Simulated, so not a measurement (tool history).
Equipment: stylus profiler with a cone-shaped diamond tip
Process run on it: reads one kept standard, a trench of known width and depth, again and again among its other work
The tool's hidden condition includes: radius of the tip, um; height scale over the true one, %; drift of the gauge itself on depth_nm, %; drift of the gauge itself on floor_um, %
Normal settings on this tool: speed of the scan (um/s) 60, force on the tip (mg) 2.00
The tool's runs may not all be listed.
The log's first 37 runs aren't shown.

run,hour,speed of the scan (um/s),force on the tip (mg),scans with this tip,hours of work since the height scale was calibrated,depth of the trench (angstrom),width of the trench's floor (um)
38,3268.4,26,5.91,30198,871,1024.6,18.49
39,3372.4,26,5.91,30846,936,1025.1,18.48
40,3495.9,26,5.91,31613,1014,1024.1,18.51
41,3582.5,16,2.74,32152,1068,1014.9,18.44
42,3637.5,16,2.74,32495,1103,1014.5,18.49
43,3736.7,19,5.39,33112,1166,1022.8,18.49
# hour 3804.9: new tip fitted, height scale calibrated
44,3818.7,63,1.59,85,9,1009.9,18.19
45,3915.0,63,1.59,684,69,1010.4,18.21
46,4016.3,59,4.45,1314,133,1020.3,18.37

Each row is a separate what-if for the run after 46, all from the same tool condition, not one after another. Results?
A,4110.9,37,4.45,1903,193,?,?
B,4110.9,215,2.00,1903,193,?,?
C,4110.9,23,2.09,1903,193,?,?
D,4110.9,23,2.00,1903,193,?,?

run,depth of the trench (angstrom),width of the trench's floor (um)
A,1021.2,18.41
B,1012.4,17.37
C,1012.0,18.46
D,1012.3,18.44
With the hidden condition removed and each run's random variation left untouched, the same runs would have given:
run,depth of the trench (angstrom),width of the trench's floor (um)
A,1021.2,18.42
B,1012.4,17.37
C,1012.0,18.46
D,1012.3,18.44
